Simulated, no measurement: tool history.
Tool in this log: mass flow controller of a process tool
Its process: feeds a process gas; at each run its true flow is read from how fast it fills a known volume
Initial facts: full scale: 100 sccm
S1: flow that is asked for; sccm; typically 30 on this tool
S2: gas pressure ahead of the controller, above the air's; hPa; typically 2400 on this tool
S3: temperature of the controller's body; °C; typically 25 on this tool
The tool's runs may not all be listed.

Run 1, day 0: usual settings. Result: true flow (%) 97.7.
Run 2, day 3.633: usual settings but S3 34 °C. Result: true flow (%) 98.2.
Run 3, day 8.867: usual settings but S3 40 °C. Result: true flow (%) 98.48.
Run 4, day 14.167: usual settings. Result: true flow (%) 97.92.
Run 5, day 17.896: usual settings. Result: true flow (%) 97.84.
Run 6, day 22.462: usual settings. Result: true flow (%) 97.83.
Run 7, day 26.233: usual settings but S3 33 °C. Result: true flow (%) 98.2.
Run 8, day 33.438: usual settings but S1 32 sccm. Result: true flow (%) 98.
Run 9, day 37.533: usual settings. Result: true flow (%) 98.03.
Run 10, day 40.983: usual settings but S2 2280 hPa. Result: true flow (%) 98.24.
Run 11, day 45.058: usual settings but S2 2280 hPa. Result: true flow (%) 98.37.
Run 12, day 52.054: usual settings but S2 2280 hPa. Result: true flow (%) 98.28.
Run 13, day 57.592: usual settings. Result: true flow (%) 98.27.
Run 14, day 63.612: usual settings. Result: true flow (%) 98.16.
Run 15, day 67.371: usual settings. Result: true flow (%) 98.37.
Run 16, day 72.025: usual settings. Result: true flow (%) 98.32.
Run 17, day 77.104: usual settings. Result: true flow (%) 98.39.
Run 18, day 83.596: usual settings. Result: true flow (%) 98.42.
Run 19, day 89.042: usual settings but S2 2430 hPa. Result: true flow (%) 98.39.
Run 20, day 95.175: usual settings but S3 35 °C. Result: true flow (%) 98.93.
Run 21, day 99.217: usual settings but S1 64 sccm, S3 27 °C. Result: true flow (%) 99.58.
Run 22, day 106.538: usual settings but S1 49 sccm, S2 1720 hPa, S3 21 °C. Result: true flow (%) 99.43.
Run 23, day 112.558: usual settings but S1 11 sccm. Result: true flow (%) 98.11.
Run 24, day 117.788: usual settings but S1 11 sccm, S2 1790 hPa, S3 23 °C. Result: true flow (%) 98.46.
Run 25, day 121.471: usual settings but S1 11 sccm, S2 1790 hPa, S3 23 °C. Result: true flow (%) 98.37.
Run 26, day 128.854: usual settings but S2 2300 hPa. Result: true flow (%) 98.97.
Run 27, day 133.55: usual settings but S2 2300 hPa. Result: true flow (%) 98.89.
Run 28, day 136.517: usual settings but S1 24 sccm, S2 2000 hPa, S3 23 °C. Result: true flow (%) 98.92.
Run 29, day 139.792: usual settings but S1 11 sccm, S2 2320 hPa, S3 21 °C. Result: true flow (%) 98.05.
Run 30, day 146.35: usual settings but S1 48 sccm, S2 1600 hPa. Result: true flow (%) 99.82.
Run 31, day 152.192: usual settings but S1 75 sccm, S2 2220 hPa, S3 36 °C. Result: true flow (%) 100.96.
Run 32, day 155.646: usual settings but S1 31 sccm, S2 2300 hPa, S3 22 °C. Result: true flow (%) 98.95.
Run 33, day 158.679: usual settings but S1 31 sccm, S2 2300 hPa, S3 22 °C. Result: true flow (%) 98.92.
Run 34, day 164.067: usual settings but S1 17 sccm, S2 2300 hPa, S3 30 °C. Result: true flow (%) 98.92.
Run 35, day 169.229: usual settings but S1 17 sccm, S2 2300 hPa, S3 30 °C. Result: true flow (%) 99.03.
Run 36, day 174.433: usual settings but S1 17 sccm, S2 2300 hPa, S3 30 °C. Result: true flow (%) 99.02.

Alternative continuations, all from the tool just after run 36; predict every row:
Run A, day 180.979: usual settings but S1 16 sccm, S2 1980 hPa. Result: true flow (%) ?.
Run B, day 180.979: usual settings but S1 16 sccm, S2 2120 hPa, S3 23 °C. Result: true flow (%) ?.
Run C, day 180.979: usual settings but S2 1690 hPa. Result: true flow (%) ?.
Run D, day 180.979: usual settings but S2 2730 hPa, S3 24 °C. Result: true flow (%) ?.

run  true flow (%)
  A          98.94
  B          98.94
  C           99.6
  D          99.06
Had the tool no hidden state, the same runs would have come out as:
run  true flow (%)
  A          97.45
  B          97.45
  C          98.09
  D          97.56
